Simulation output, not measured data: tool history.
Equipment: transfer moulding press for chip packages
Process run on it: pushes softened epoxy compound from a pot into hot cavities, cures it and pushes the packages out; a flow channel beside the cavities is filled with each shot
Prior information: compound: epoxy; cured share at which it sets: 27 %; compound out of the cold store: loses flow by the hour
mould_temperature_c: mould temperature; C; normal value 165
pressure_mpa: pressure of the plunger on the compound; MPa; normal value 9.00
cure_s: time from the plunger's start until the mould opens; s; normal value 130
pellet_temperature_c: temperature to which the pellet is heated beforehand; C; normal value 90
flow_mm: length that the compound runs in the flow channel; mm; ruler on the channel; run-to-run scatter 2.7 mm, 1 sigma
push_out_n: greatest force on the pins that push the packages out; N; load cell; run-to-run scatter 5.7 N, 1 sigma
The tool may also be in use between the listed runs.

run	hour	mould_temperature_c	pressure_mpa	cure_s	pellet_temperature_c	incoming compound's hours out of the cold store	flow_mm	push_out_n
1	0.0	165	9.00	130	90	39.1	566	280
# hour 10.9: cavities cleaned with cleaning compound and waxed
# hour 51.6: plunger's sealing rings changed
2	61.7	165	9.00	130	96	14.5	657	275
# hour 107.5: cavities cleaned with cleaning compound and waxed
3	118.5	165	9.00	130	96	29.6	605	222
4	168.0	165	9.00	130	96	41.1	563	262
# hour 202.8: cavities cleaned with cleaning compound and waxed
5	236.9	165	9.00	130	96	15.9	640	253
6	285.6	165	9.00	130	96	33.5	582	277
# hour 301.0: cavities cleaned with cleaning compound and waxed
# hour 329.4: plunger's sealing rings changed
7	357.5	165	9.00	130	96	28.5	610	271
8	388.7	165	9.00	130	96	13.1	656	286
# hour 401.5: cavities cleaned with cleaning compound and waxed
9	453.4	165	10.69	130	90	29.2	654	260
# hour 497.8: cavities cleaned with cleaning compound and waxed
10	514.1	165	10.69	130	90	31.0	643	241
11	552.6	164	9.00	130	90	36.7	576	285
# hour 591.4: cavities cleaned with cleaning compound and waxed
# hour 606.9: plunger's sealing rings changed
12	614.5	164	9.00	129	90	30.8	601	225
# hour 651.0: mould's thermocouples calibrated
# hour 689.5: cavities cleaned with cleaning compound and waxed
13	689.5	164	9.00	129	90	25.4	620	204
14	730.0	164	9.00	129	90	38.6	567	267
15	771.4	164	7.84	121	93	16.9	601	307
# hour 785.8: cavities cleaned with cleaning compound and waxed
16	840.1	165	7.84	156	81	31.0	554	258
# hour 881.1: cavities cleaned with cleaning compound and waxed
# hour 889.0: plunger's sealing rings changed
17	893.1	165	10.85	156	81	40.0	632	206
18	958.7	165	10.85	137	82	41.2	623	286
# hour 979.1: cavities cleaned with cleaning compound and waxed
19	1022.3	158	10.85	117	95	29.5	671	418
# hour 1072.8: cavities cleaned with cleaning compound and waxed
20	1090.7	169	6.80	127	83	10.2	571	220
21	1146.7	160	9.00	140	90	36.0	582	304
# hour 1164.4: plunger's sealing rings changed
# hour 1171.0: cavities cleaned with cleaning compound and waxed
22	1222.3	165	8.16	164	90	25.0	588	262
# hour 1266.6: cavities cleaned with cleaning compound and waxed
23	1270.1	164	10.56	154	97	43.4	606	193
24	1319.0	164	9.00	130	90	12.6	660	268
# hour 1360.1: cavities cleaned with cleaning compound and waxed
25	1360.1	164	8.75	167	90	36.6	571	189
26	1418.5	164	8.75	167	90	28.7	581	249

Run 27 is up next; what results do you expect?
# hour 1441.7: plunger's sealing rings changed
# hour 1456.0: cavities cleaned with cleaning compound and waxed
27	1493.4	165	7.67	137	90	14.8	?	?

flow_mm: 604 mm
push_out_n: 248 N
If the tool had no hidden condition, the same run with the same run-to-run variation would have returned flow_mm 609 mm, push_out_n 194 N.

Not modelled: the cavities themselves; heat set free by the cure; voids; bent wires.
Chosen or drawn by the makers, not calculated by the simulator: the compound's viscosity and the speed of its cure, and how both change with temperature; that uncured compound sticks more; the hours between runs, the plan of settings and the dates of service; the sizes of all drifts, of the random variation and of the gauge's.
